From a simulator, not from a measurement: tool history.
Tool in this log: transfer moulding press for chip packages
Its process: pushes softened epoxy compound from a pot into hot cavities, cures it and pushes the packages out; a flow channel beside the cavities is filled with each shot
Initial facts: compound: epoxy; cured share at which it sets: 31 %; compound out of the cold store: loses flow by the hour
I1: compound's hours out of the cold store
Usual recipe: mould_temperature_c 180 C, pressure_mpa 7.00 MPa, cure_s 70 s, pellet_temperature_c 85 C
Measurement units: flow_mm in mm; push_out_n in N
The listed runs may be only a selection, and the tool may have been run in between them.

Run 1, hour 0.0: usual settings; I1 32.8. Result: flow_mm 899 mm, push_out_n 466 N.
Run 2, hour 78.6: usual settings but mould_temperature_c 179 C; I1 47.2. Result: flow_mm 858 mm, push_out_n 744 N.
At hour 86.2: cavities cleaned with cleaning compound and waxed.
Run 3, hour 152.4: usual settings but mould_temperature_c 179 C; I1 44.3. Result: flow_mm 860 mm, push_out_n 842 N.
At hour 171.7: cavities cleaned with cleaning compound and waxed.
At hour 213.0: plunger's sealing rings changed.
Run 4, hour 232.2: usual settings but mould_temperature_c 179 C; I1 40.9. Result: flow_mm 878 mm, push_out_n 708 N.
At hour 267.8: cavities cleaned with cleaning compound and waxed.
Run 5, hour 317.1: usual settings but mould_temperature_c 179 C; I1 38.3. Result: flow_mm 885 mm, push_out_n 696 N.
At hour 355.2: cavities cleaned with cleaning compound and waxed.
Run 6, hour 364.3: usual settings but mould_temperature_c 179 C; I1 10.3. Result: flow_mm 950 mm, push_out_n 586 N.
At hour 430.1: plunger's sealing rings changed.
At hour 446.0: cavities cleaned with cleaning compound and waxed.
Run 7, hour 463.5: usual settings but mould_temperature_c 179 C; I1 20.6. Result: flow_mm 940 mm, push_out_n 608 N.
Run 8, hour 510.0: usual settings but pellet_temperature_c 93 C; I1 43.9. Result: flow_mm 862 mm, push_out_n 674 N.
At hour 531.8: cavities cleaned with cleaning compound and waxed.
Run 9, hour 594.8: usual settings but mould_temperature_c 183 C; I1 33.1. Result: flow_mm 875 mm, push_out_n 607 N.
At hour 619.8: cavities cleaned with cleaning compound and waxed.
At hour 649.5: plunger's sealing rings changed.
Run 10, hour 656.1: usual settings but mould_temperature_c 183 C; I1 13.3. Result: flow_mm 938 mm, push_out_n 559 N.
At hour 676.7: cavities cleaned with cleaning compound and waxed, once more.
Run 11, hour 727.9: usual settings but pellet_temperature_c 89 C; I1 16.2. Result: flow_mm 936 mm, push_out_n 681 N.
At hour 764.2: cavities cleaned with cleaning compound and waxed.
Run 12, hour 809.5: usual settings but pellet_temperature_c 89 C; I1 17.7. Result: flow_mm 926 mm, push_out_n 701 N.
At hour 851.2: cavities cleaned with cleaning compound and waxed.
Run 13, hour 857.4: usual settings but cure_s 76 s, pellet_temperature_c 89 C; I1 11.2. Result: flow_mm 938 mm, push_out_n 471 N.
At hour 867.2: plunger's sealing rings changed.
Run 14, hour 920.3: usual settings but pressure_mpa 6.17 MPa; I1 13.6. Result: flow_mm 897 mm, push_out_n 760 N.
At hour 938.7: cavities cleaned with cleaning compound and waxed.
Run 15, hour 983.6: usual settings but cure_s 59 s; I1 13.6. Result: flow_mm 934 mm, push_out_n 1050 N.
At hour 1032.3: cavities cleaned with cleaning compound and waxed.
Run 16, hour 1043.6: usual settings but pressure_mpa 6.92 MPa, cure_s 97 s; I1 42.3. Result: flow_mm 855 mm, push_out_n 408 N.
At hour 1085.5: plunger's sealing rings changed.
At hour 1122.1: cavities cleaned with cleaning compound and waxed.
Run 17, hour 1132.8: usual settings but mould_temperature_c 181 C, pressure_mpa 6.76 MPa, cure_s 96 s, pellet_temperature_c 91 C; I1 29.1. Result: flow_mm 882 mm, push_out_n 418 N.
At hour 1209.4: cavities cleaned with cleaning compound and waxed.
Run 18, hour 1209.4: usual settings but mould_temperature_c 186 C, pellet_temperature_c 93 C; I1 24.9. Result: flow_mm 884 mm, push_out_n 390 N.
At hour 1296.1: cavities cleaned with cleaning compound and waxed.
Run 19, hour 1297.2: usual settings but cure_s 98 s; I1 19.4. Result: flow_mm 916 mm, push_out_n 371 N.
At hour 1305.1: plunger's sealing rings changed.
At hour 1321.2: mould's thermocouples calibrated.
At hour 1386.2: cavities cleaned with cleaning compound and waxed.
Run 20, hour 1386.9: usual settings but cure_s 98 s; I1 9.8. Result: flow_mm 950 mm, push_out_n 367 N.
Run 21, hour 1454.9: usual settings but cure_s 59 s; I1 38.5. Result: flow_mm 868 mm, push_out_n 1017 N.
At hour 1478.8: cavities cleaned with cleaning compound and waxed.
At hour 1525.3: plunger's sealing rings changed.
Run 22, hour 1554.8: usual settings but pressure_mpa 7.28 MPa; I1 12.8. Result: flow_mm 967 mm, push_out_n 715 N.
At hour 1567.7: cavities cleaned with cleaning compound and waxed.
Run 23, hour 1645.5: usual settings but mould_temperature_c 186 C, pressure_mpa 6.82 MPa, pellet_temperature_c 88 C; I1 23.1. Result: flow_mm 880 mm, push_out_n 605 N.
At hour 1653.4: cavities cleaned with cleaning compound and waxed.
At hour 1741.9: plunger's sealing rings changed.
At hour 1743.4: cavities cleaned with cleaning compound and waxed.
Run 24, hour 1744.0: usual settings but mould_temperature_c 186 C, pressure_mpa 6.82 MPa, pellet_temperature_c 88 C; I1 18.3. Result: flow_mm 903 mm, push_out_n 387 N.
At hour 1833.4: cavities cleaned with cleaning compound and waxed.
Run 25, hour 1837.3: usual settings but mould_temperature_c 186 C, pressure_mpa 6.82 MPa, pellet_temperature_c 89 C; I1 43.8. Result: flow_mm 831 mm, push_out_n 406 N.
Run 26, hour 1901.8: usual settings but mould_temperature_c 186 C, pressure_mpa 6.82 MPa, pellet_temperature_c 89 C; I1 18.1. Result: flow_mm 887 mm, push_out_n 597 N.
At hour 1923.1: cavities cleaned with cleaning compound and waxed.
At hour 1964.1: plunger's sealing rings changed.
Run 27, hour 2004.6: usual settings but mould_temperature_c 183 C, cure_s 64 s, pellet_temperature_c 83 C; I1 9.5. Result: flow_mm 939 mm, push_out_n 767 N.

Hidden state or all else? Some run-to-run changes of flow_mm, split into what the settings, what came in and random variation would give without the hidden state, and what is left for the hidden state (with any gauge scatter that isn't in both results):
The tool's hidden condition here consists of: true mould temperature over the reading, C; pressure that reaches the compound, % of what is set; grip of the stained cavities, % over clean ones'; drift of the gauge itself on flow_mm, %; drift of the gauge itself on push_out_n, %.
Run 6 -> 7: plunger's sealing rings changed, cavities cleaned with cleaning compound and waxed. flow_mm -10 mm: hidden state +15, all else -25.
Run 13 -> 14: pressure_mpa 7.00 -> 6.17, cure_s 76 -> 70, pellet_temperature_c 89 -> 85, plunger's sealing rings changed. flow_mm -41 mm: hidden state +21, all else -62.
Run 21 -> 22: pressure_mpa 7.00 -> 7.28, cure_s 59 -> 70, cavities cleaned with cleaning compound and waxed, plunger's sealing rings changed. flow_mm +99 mm: hidden state +14, all else +85.
Run 22 -> 23: mould_temperature_c 180 -> 186, pressure_mpa 7.28 -> 6.82, pellet_temperature_c 85 -> 88, cavities cleaned with cleaning compound and waxed. flow_mm -87 mm: hidden state -11, all else -76.
